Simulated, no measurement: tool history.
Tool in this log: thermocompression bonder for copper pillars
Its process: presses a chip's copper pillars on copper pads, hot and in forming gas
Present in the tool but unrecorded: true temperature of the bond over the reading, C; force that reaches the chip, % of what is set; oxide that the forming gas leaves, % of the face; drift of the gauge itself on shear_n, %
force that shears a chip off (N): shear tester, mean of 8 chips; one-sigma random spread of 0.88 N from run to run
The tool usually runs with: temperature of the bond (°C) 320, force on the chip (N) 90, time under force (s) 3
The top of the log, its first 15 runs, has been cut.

| run | hour | temperature of the bond (°C) | force on the chip (N) | time under force (s) | hours of work since the heater was calibrated | hours of work since the force cell was calibrated | hours of work since the gas filter was changed | force that shears a chip off (N) |
|---|---|---|---|---|---|---|---|---|
| 16 | 355.6 | 320 | 120 | 3 | 891 | 603 | 281 | 89.0 |
| 17 | 381.4 | 320 | 120 | 3 | 911 | 623 | 301 | 87.6 |
| 18 | 407.8 | 320 | 120 | 3 | 932 | 644 | 322 | 87.6 |
|  | 420.6 | forming gas filter changed |
| 19 | 435.4 | 337 | 90 | 4 | 954 | 665 | 12 | 93.5 |
| 20 | 465.1 | 337 | 90 | 4 | 977 | 689 | 35 | 92.8 |
| 21 | 484.3 | 320 | 90 | 3 | 992 | 704 | 50 | 74.1 |
| 22 | 498.2 | 320 | 90 | 3 | 1003 | 715 | 61 | 74.8 |
| 23 | 520.3 | 320 | 91 | 2 | 1021 | 733 | 79 | 63.8 |
| 24 | 536.0 | 338 | 66 | 2 | 1033 | 745 | 91 | 59.9 |
| 25 | 567.9 | 298 | 66 | 2 | 1058 | 770 | 116 | 36.5 |
| 26 | 601.9 | 291 | 95 | 3 | 1085 | 797 | 143 | 56.1 |
| 27 | 622.0 | 291 | 95 | 3 | 1101 | 813 | 159 | 54.0 |
|  | 628.1 | heater calibrated with a thermocouple chip |
| 28 | 657.9 | 335 | 75 | 2 | 23 | 840 | 186 | 70.7 |
| 29 | 688.7 | 320 | 122 | 2 | 48 | 864 | 210 | 87.7 |
| 30 | 719.3 | 331 | 90 | 2 | 72 | 888 | 234 | 76.6 |
| 31 | 745.8 | 331 | 77 | 2 | 93 | 909 | 255 | 68.7 |
| 32 | 778.1 | 331 | 77 | 2 | 118 | 935 | 281 | 68.1 |
| 33 | 800.0 | 349 | 106 | 2 | 136 | 952 | 298 | 94.4 |
| 34 | 833.7 | 349 | 106 | 2 | 162 | 979 | 325 | 92.9 |
|  | 844.1 | forming gas filter changed |
| 35 | 851.0 | 338 | 75 | 2 | 176 | 992 | 5 | 71.0 |
| 36 | 878.5 | 309 | 62 | 2 | 197 | 1014 | 27 | 44.4 |

Here are 3 independent what-if runs from the current tool condition. What would each one return?
| A | 896.0 | 320 | 90 | 2 | 211 | 1027 | 41 | ? |
| B | 896.0 | 305 | 90 | 4 | 211 | 1027 | 41 | ? |
| C | 896.0 | 349 | 90 | 2 | 211 | 1027 | 41 | ? |

| run | force that shears a chip off (N) |
|---|---|
| A | 70.5 |
| B | 75.0 |
| C | 86.8 |
Without the tool's unlogged condition, the same runs would have read:
| run | force that shears a chip off (N) |
|---|---|
| A | 75.7 |
| B | 80.4 |
| C | 91.9 |
